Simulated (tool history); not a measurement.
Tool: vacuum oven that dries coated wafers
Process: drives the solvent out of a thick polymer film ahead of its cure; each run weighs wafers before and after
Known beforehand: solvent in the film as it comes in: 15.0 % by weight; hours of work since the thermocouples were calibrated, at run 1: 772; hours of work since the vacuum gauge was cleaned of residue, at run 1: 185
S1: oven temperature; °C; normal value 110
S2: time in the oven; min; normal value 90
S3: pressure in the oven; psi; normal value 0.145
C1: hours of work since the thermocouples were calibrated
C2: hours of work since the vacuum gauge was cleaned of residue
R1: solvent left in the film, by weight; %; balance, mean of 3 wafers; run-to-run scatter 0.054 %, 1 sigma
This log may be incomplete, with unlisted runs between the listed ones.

| run | hour | S1 | S2 | S3 | C1 | C2 | R1 |
|---|---|---|---|---|---|---|---|
| 1 | 0 | 110 | 90 | 0.145 | 772 | 185 | 2.08 |
| 2 | 14 | 96 | 90 | 0.145 | 779 | 192 | 5.69 |
| 3 | 26.1 | 96 | 149 | 0.145 | 784 | 197 | 3.96 |
| 4 | 42.3 | 96 | 149 | 0.145 | 791 | 204 | 4.1 |
| 5 | 54.8 | 96 | 149 | 0.145 | 797 | 210 | 4.08 |
| 6 | 63.7 | 96 | 149 | 0.145 | 801 | 214 | 4.04 |
| 7 | 79.5 | 96 | 149 | 0.145 | 808 | 221 | 4.12 |
| 8 | 89.1 | 96 | 149 | 0.145 | 812 | 225 | 3.92 |
| 9 | 102.1 | 96 | 149 | 0.145 | 818 | 231 | 4.08 |
| 10 | 109.9 | 96 | 149 | 0.145 | 822 | 235 | 4.08 |
| 11 | 123.8 | 96 | 149 | 0.145 | 828 | 241 | 4.06 |
| 12 | 133.9 | 96 | 149 | 0.145 | 832 | 245 | 4.03 |
| 13 | 145.6 | 96 | 149 | 0.145 | 838 | 251 | 4.08 |
| 14 | 155.8 | 110 | 90 | 0.145 | 842 | 255 | 2.07 |
| 15 | 164.2 | 110 | 90 | 0.145 | 846 | 259 | 2.17 |
| 16 | 171.4 | 110 | 90 | 0.145 | 849 | 262 | 2.16 |
| 17 | 184.3 | 110 | 90 | 0.145 | 855 | 268 | 2.11 |
| 18 | 196.2 | 110 | 90 | 0.421 | 860 | 273 | 4.81 |
| 19 | 202.8 | 110 | 90 | 0.421 | 863 | 276 | 4.94 |
| 20 | 219 | 110 | 90 | 0.145 | 870 | 284 | 2.22 |
| 21 | 233 | 110 | 90 | 0.088 | 877 | 290 | 1.67 |
| 22 | 240 | 110 | 90 | 0.088 | 880 | 293 | 1.61 |
| 23 | 255.3 | 110 | 90 | 0.088 | 887 | 300 | 1.55 |
| 24 | 269.9 | 110 | 90 | 0.088 | 893 | 306 | 1.51 |
|  | 273.2 | oven's thermocouples calibrated |
| 25 | 286.5 | 110 | 90 | 0.088 | 6 | 313 | 1.6 |
| 26 | 302.1 | 110 | 90 | 0.249 | 13 | 320 | 3.09 |
| 27 | 309 | 110 | 90 | 0.249 | 16 | 323 | 3.09 |
| 28 | 317 | 108 | 70 | 0.083 | 20 | 327 | 2.26 |
| 29 | 329.5 | 116 | 89 | 0.226 | 25 | 332 | 2.16 |
|  | 332.7 | oven's thermocouples calibrated, once more |
| 30 | 345.1 | 116 | 109 | 0.234 | 6 | 338 | 2.22 |
| 31 | 358.3 | 117 | 78 | 0.145 | 11 | 344 | 1.72 |
| 32 | 369.8 | 117 | 78 | 0.145 | 17 | 349 | 1.65 |
| 33 | 378.6 | 117 | 78 | 0.145 | 21 | 353 | 1.65 |
| 34 | 393.7 | 102 | 78 | 0.281 | 27 | 360 | 6.37 |
| 35 | 408 | 96 | 90 | 0.081 | 34 | 367 | 5.38 |
| 36 | 422.9 | 96 | 90 | 0.081 | 40 | 373 | 5.46 |
| 37 | 433.5 | 99 | 73 | 0.145 | 45 | 378 | 5.96 |
| 38 | 443.7 | 110 | 90 | 0.12 | 50 | 383 | 2.2 |
| 39 | 457.9 | 121 | 134 | 0.145 | 56 | 389 | 1.34 |
| 40 | 467.8 | 121 | 134 | 0.145 | 61 | 393 | 1.36 |
| 41 | 476.3 | 110 | 90 | 0.232 | 64 | 397 | 3.36 |
| 42 | 485.9 | 110 | 90 | 0.236 | 69 | 401 | 3.37 |
| 43 | 500.6 | 110 | 108 | 0.08 | 75 | 408 | 1.46 |
| 44 | 512.7 | 110 | 73 | 0.175 | 81 | 414 | 3.23 |
| 45 | 523 | 110 | 73 | 0.175 | 85 | 418 | 3.07 |
| 46 | 532.9 | 104 | 118 | 0.145 | 90 | 423 | 3.07 |
| 47 | 543.2 | 110 | 81 | 0.145 | 94 | 427 | 2.62 |
| 48 | 555.9 | 110 | 81 | 0.145 | 100 | 433 | 2.63 |

Pick out some run-to-run changes in R1. Of each, how much would a tool without hidden state show as well, from the settings, what came in and chance, and how much is left for the hidden state and any gauge scatter not in both results compared?
Hidden state present: true wafer temperature over the reading, C; true pressure over the reading, kPa; drift of the gauge itself on solvent_pct, %.
Run 1 -> 2: S1 110 -> 96. R1 +3.61 %: hidden state -0.14, all else +3.75.
Run 28 -> 29: S1 108 -> 116, S2 70 -> 89, S3 0.083 -> 0.226. R1 -0.1 %: hidden state +0.18, all else -0.28.
Run 29 -> 30: S2 89 -> 109, S3 0.226 -> 0.234, oven's thermocouples calibrated, once more. R1 +0.06 %: hidden state +0.22, all else -0.16.
Run 33 -> 34: S1 117 -> 102, S3 0.145 -> 0.281. R1 +4.72 %: hidden state +0.15, all else +4.57.
Run 37 -> 38: S1 99 -> 110, S2 73 -> 90, S3 0.145 -> 0.12. R1 -3.76 %: hidden state -0.09, all else -3.67.

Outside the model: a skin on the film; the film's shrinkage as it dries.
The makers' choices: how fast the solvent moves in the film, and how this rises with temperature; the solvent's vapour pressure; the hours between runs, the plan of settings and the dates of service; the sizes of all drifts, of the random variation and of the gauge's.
